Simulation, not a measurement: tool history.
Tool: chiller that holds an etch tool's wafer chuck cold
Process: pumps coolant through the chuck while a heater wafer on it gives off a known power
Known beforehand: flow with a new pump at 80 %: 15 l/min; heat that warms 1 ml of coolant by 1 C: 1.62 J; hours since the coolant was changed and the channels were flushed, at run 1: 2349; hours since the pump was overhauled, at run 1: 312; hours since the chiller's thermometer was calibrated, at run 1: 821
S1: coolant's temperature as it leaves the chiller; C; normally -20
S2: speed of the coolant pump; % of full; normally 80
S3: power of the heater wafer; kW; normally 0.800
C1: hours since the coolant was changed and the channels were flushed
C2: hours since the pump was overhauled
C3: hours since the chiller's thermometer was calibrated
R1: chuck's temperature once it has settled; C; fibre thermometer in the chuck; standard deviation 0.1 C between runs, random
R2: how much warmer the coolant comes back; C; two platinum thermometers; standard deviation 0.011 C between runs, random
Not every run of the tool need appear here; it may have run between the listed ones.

Run 1, day 0.000: usual settings; C1 2349; C2 312; C3 821. Result: R1 -12.4 C, R2 1.94 C.
Run 2, day 0.825: usual settings but S1 -24 C; C1 2369; C2 331; C3 841. Result: R1 -16.4 C, R2 1.96 C.
Run 3, day 1.796: usual settings; C1 2392; C2 355; C3 864. Result: R1 -12.4 C, R2 1.97 C.
Run 4, day 3.642: usual settings; C1 2436; C2 399; C3 908. Result: R1 -12.2 C, R2 1.98 C.
Run 5, day 5.288: usual settings; C1 2476; C2 439; C3 948. Result: R1 -12.2 C, R2 1.98 C.
Run 6, day 6.367: usual settings; C1 2502; C2 464; C3 974. Result: R1 -12.2 C, R2 1.98 C.
Run 7, day 8.262: usual settings; C1 2547; C2 510; C3 1019. Result: R1 -12.3 C, R2 1.98 C.
Run 8, day 9.567: usual settings; C1 2579; C2 541; C3 1051. Result: R1 -12.4 C, R2 1.96 C.
Run 9, day 10.867: usual settings; C1 2610; C2 572; C3 1082. Result: R1 -12.6 C, R2 1.96 C.
Run 10, day 11.854: usual settings but S1 -17 C, S2 69 % of full, S3 1.078 kW; C1 2634; C2 596; C3 1106. Result: R1 -5.7 C, R2 3.11 C.
Run 11, day 12.662: usual settings but S1 -18 C, S2 79 % of full, S3 0.474 kW; C1 2653; C2 616; C3 1125. Result: R1 -13.3 C, R2 1.18 C.
Run 12, day 14.212: usual settings but S1 -18 C, S2 79 % of full, S3 0.742 kW; C1 2690; C2 653; C3 1162. Result: R1 -10.9 C, R2 1.84 C.
Run 13, day 15.112: usual settings but S1 -18 C, S2 98 % of full, S3 1.115 kW; C1 2712; C2 674; C3 1184. Result: R1 -8.6 C, R2 2.23 C.
Run 14, day 16.742: usual settings but S1 -18 C, S2 98 % of full, S3 1.115 kW; C1 2751; C2 713; C3 1223. Result: R1 -8.9 C, R2 2.21 C.

Branching from run 14: 4 alternative next runs. What would each branch give?
Run A, day 18.521: usual settings but S1 -21 C, S2 98 % of full, S3 0.917 kW; C1 2794; C2 756; C3 1266. Result: R1 ?, R2 ?.
Run B, day 18.521: usual settings but S1 -18 C, S2 76 % of full, S3 0.593 kW; C1 2794; C2 756; C3 1266. Result: R1 ?, R2 ?.
Run C, day 18.521: usual settings but S1 -19 C, S3 0.793 kW; C1 2794; C2 756; C3 1266. Result: R1 ?, R2 ?.
Run D, day 18.521: usual settings but S1 -23 C, S3 0.497 kW; C1 2794; C2 756; C3 1266. Result: R1 ?, R2 ?.

run     R1    R2
  A  -13.5  1.83
  B  -12.1  1.52
  C  -11.5  1.94
  D  -18.2  1.22
With the hidden condition removed and each run's random variation left untouched, the same runs would have given:
run     R1    R2
  A  -13.6  1.83
  B  -12.1  1.52
  C  -11.5  1.94
  D  -18.2  1.22

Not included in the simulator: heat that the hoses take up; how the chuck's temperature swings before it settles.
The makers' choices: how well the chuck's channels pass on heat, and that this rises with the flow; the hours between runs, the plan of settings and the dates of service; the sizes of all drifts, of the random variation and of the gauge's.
